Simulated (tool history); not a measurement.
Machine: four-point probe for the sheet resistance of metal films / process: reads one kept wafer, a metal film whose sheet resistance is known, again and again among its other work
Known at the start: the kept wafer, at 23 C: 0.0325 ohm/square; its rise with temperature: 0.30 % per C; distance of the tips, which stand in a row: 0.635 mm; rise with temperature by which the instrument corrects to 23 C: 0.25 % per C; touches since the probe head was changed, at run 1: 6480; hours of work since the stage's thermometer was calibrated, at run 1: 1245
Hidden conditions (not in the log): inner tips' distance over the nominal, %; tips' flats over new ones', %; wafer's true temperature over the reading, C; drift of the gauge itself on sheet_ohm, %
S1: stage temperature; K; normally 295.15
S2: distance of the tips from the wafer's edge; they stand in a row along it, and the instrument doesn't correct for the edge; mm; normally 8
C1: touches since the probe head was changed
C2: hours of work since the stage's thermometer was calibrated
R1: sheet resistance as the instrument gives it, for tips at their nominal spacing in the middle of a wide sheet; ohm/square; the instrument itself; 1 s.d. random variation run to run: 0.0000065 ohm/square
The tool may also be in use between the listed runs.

run 1 hour=0.0 | S1=295.15 S2=8 | C1=6480 C2=1245 | R1=0.032604
run 2 hour=21.9 | S1=295.15 S2=8 | C1=6885 C2=1260 | R1=0.032603
run 3 hour=34.1 | S1=295.15 S2=8 | C1=7109 C2=1268 | R1=0.032585
run 4 hour=53.3 | S1=295.15 S2=6 | C1=7463 C2=1281 | R1=0.032685
run 5 hour=72.2 | S1=295.15 S2=6 | C1=7812 C2=1293 | R1=0.032674
run 6 hour=89.5 | S1=295.15 S2=8 | C1=8131 C2=1305 | R1=0.032601
run 7 hour=107.2 | S1=295.15 S2=8 | C1=8457 C2=1317 | R1=0.032600
run 8 hour=117.8 | S1=297.15 S2=8 | C1=8653 C2=1324 | R1=0.032621
run 9 hour=127.0 | S1=297.15 S2=8 | C1=8823 C2=1330 | R1=0.032615
run 10 hour=142.1 | S1=292.15 S2=4 | C1=9102 C2=1340 | R1=0.032875
run 11 hour=155.3 | S1=296.15 S2=43 | C1=9345 C2=1349 | R1=0.032499
run 12 hour=169.5 | S1=306.15 S2=43 | C1=9607 C2=1358 | R1=0.032646
run 13 hour=186.4 | S1=306.15 S2=43 | C1=9919 C2=1370 | R1=0.032639
run 14 hour=197.0 | S1=303.15 S2=71 | C1=10115 C2=1377 | R1=0.032585
run 15 hour=218.6 | S1=294.15 S2=4 | C1=10513 C2=1391 | R1=0.032908
run 16 hour=239.6 | S1=298.15 S2=30 | C1=10901 C2=1405 | R1=0.032537
run 17 hour=254.4 | S1=302.15 S2=35 | C1=11173 C2=1415 | R1=0.032592
run 18 hour=275.4 | S1=299.15 S2=4 | C1=11561 C2=1429 | R1=0.032972

Each row is a separate what-if for the run after 18, all from the same tool condition, not one after another. Results?
run A hour=296.3 | S1=306.15 S2=4 | C1=11946 C2=1443 | R1=?
run B hour=296.3 | S1=292.15 S2=8 | C1=11946 C2=1443 | R1=?
run C hour=296.3 | S1=298.15 S2=4 | C1=11946 C2=1443 | R1=?
run D hour=296.3 | S1=300.15 S2=3 | C1=11946 C2=1443 | R1=?
run E hour=296.3 | S1=295.15 S2=13 | C1=11946 C2=1443 | R1=?

run=A R1=0.033077
run=B R1=0.032567
run=C R1=0.032965
run=D R1=0.033325
run=E R1=0.032531
With the hidden condition removed and each run's random variation left untouched, the same runs would have given:
run=A R1=0.033078
run=B R1=0.032568
run=C R1=0.032966
run=D R1=0.033325
run=E R1=0.032532
